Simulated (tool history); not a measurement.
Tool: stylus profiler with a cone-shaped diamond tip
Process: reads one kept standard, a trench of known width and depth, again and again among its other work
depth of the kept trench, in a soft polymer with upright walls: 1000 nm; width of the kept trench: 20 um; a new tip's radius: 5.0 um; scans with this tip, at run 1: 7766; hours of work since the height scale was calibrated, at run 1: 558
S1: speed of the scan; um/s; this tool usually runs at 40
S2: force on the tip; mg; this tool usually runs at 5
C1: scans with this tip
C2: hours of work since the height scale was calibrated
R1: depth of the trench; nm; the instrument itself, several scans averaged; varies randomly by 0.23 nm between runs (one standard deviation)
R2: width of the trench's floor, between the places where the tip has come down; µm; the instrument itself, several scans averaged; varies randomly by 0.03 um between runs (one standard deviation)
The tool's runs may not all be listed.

run	hour	S1	S2	C1	C2	R1	R2
1	0	40	5	7766	558	1010.05	13.92
2	57.9	40	5	8334	599	1009.99	13.88
3	123.6	40	5	8979	646	1010.29	13.89
4	221.4	40	5	9939	715	1010.72	13.89
5	317.2	81	5	10879	782	1010.13	13.71
6	381.7	40	5	11512	828	1009.89	13.88
# hour 397.3: new tip fitted, height scale calibrated
7	462.7	40	5	642	46	1009.96	13.93
8	541	40	5	1411	101	1009.79	13.85
9	629.4	40	5	2278	164	1010.09	13.91
10	683.4	40	5	2808	202	1009.48	13.91
11	735.9	40	5	3323	239	1009.63	13.93
12	829.6	127	5	4244	305	1010.25	13.58
13	879.9	127	5	4736	341	1010.3	13.59
14	926	127	5	5189	373	1009.81	13.65
15	1021.1	13	5	6123	440	1009.93	13.94
16	1084.8	13	5	6748	485	1009.99	13.94
17	1153.3	40	5.91	7420	534	1011.22	13.87
18	1196.4	40	4.68	7844	564	1009.6	13.86
19	1292.9	40	12.94	8791	632	1019.2	13.89
20	1364.2	40	12.94	9490	683	1019.28	13.89
21	1453.6	40	5	10368	746	1009.61	13.85
22	1502.1	40	5	10844	780	1010.19	13.87
# hour 1583.1: new tip fitted, height scale calibrated
23	1583.3	40	5	3	0	1010.17	13.87
24	1640	103	4.59	559	40	1009.56	13.71
25	1706.5	60	4.56	1211	87	1009.11	13.84
26	1802.3	58	11.62	2152	155	1017.17	13.9
27	1845.3	58	11.62	2574	185	1017.83	13.93
28	1887.6	58	11.62	2990	215	1017.57	13.92
29	1960.3	48	4.47	3703	266	1009.54	13.83
30	2034.9	19	2.6	4435	319	1006.26	13.89
31	2111.7	19	2.6	5189	373	1006.39	13.92
32	2160.5	19	2.6	5668	408	1006.76	13.91
33	2201.5	19	2.6	6071	437	1006.41	13.94
34	2298.9	19	8.58	7026	505	1014.65	13.96
35	2345.8	24	9.22	7487	538	1015.03	13.96
36	2419	24	9.22	8205	590	1015.01	13.92
37	2499.6	66	5	8996	647	1009.99	13.78
38	2594.5	115	2.11	9928	714	1005.75	13.51
39	2655.9	40	5.03	10530	757	1010.13	13.87
40	2749	89	5.03	11444	823	1009.97	13.71
# hour 2770.6: new tip fitted, height scale calibrated
41	2812	89	5.03	406	29	1009.92	13.7
42	2883.2	57	1.7	1105	79	1005.05	13.74
43	2957.7	103	12.2	1836	132	1018.03	13.81
44	3040.2	103	12.2	2646	190	1018.03	13.77
45	3109.2	70	3	3323	239	1007.3	13.74

What would each run have given without the hidden state, its run-to-run variation left as it was?
Unlogged tool condition in this case: radius of the tip, um; height scale over the true one, %; drift of the gauge itself on depth_nm, %; drift of the gauge itself on floor_um, %.
run	R2
1	13.93
2	13.89
3	13.91
4	13.91
5	13.73
6	13.9
7	13.93
8	13.85
9	13.92
10	13.92
11	13.94
12	13.59
13	13.6
14	13.66
15	13.96
16	13.96
17	13.88
18	13.87
19	13.91
20	13.91
21	13.88
22	13.89
23	13.87
24	13.71
25	13.84
26	13.91
27	13.93
28	13.93
29	13.83
30	13.9
31	13.93
32	13.92
33	13.96
34	13.98
35	13.97
36	13.93
37	13.8
38	13.54
39	13.89
40	13.74
41	13.7
42	13.74
43	13.82
44	13.78
45	13.74
For R1, the value without the hidden state is never more than 0.04 nm from the measured value.
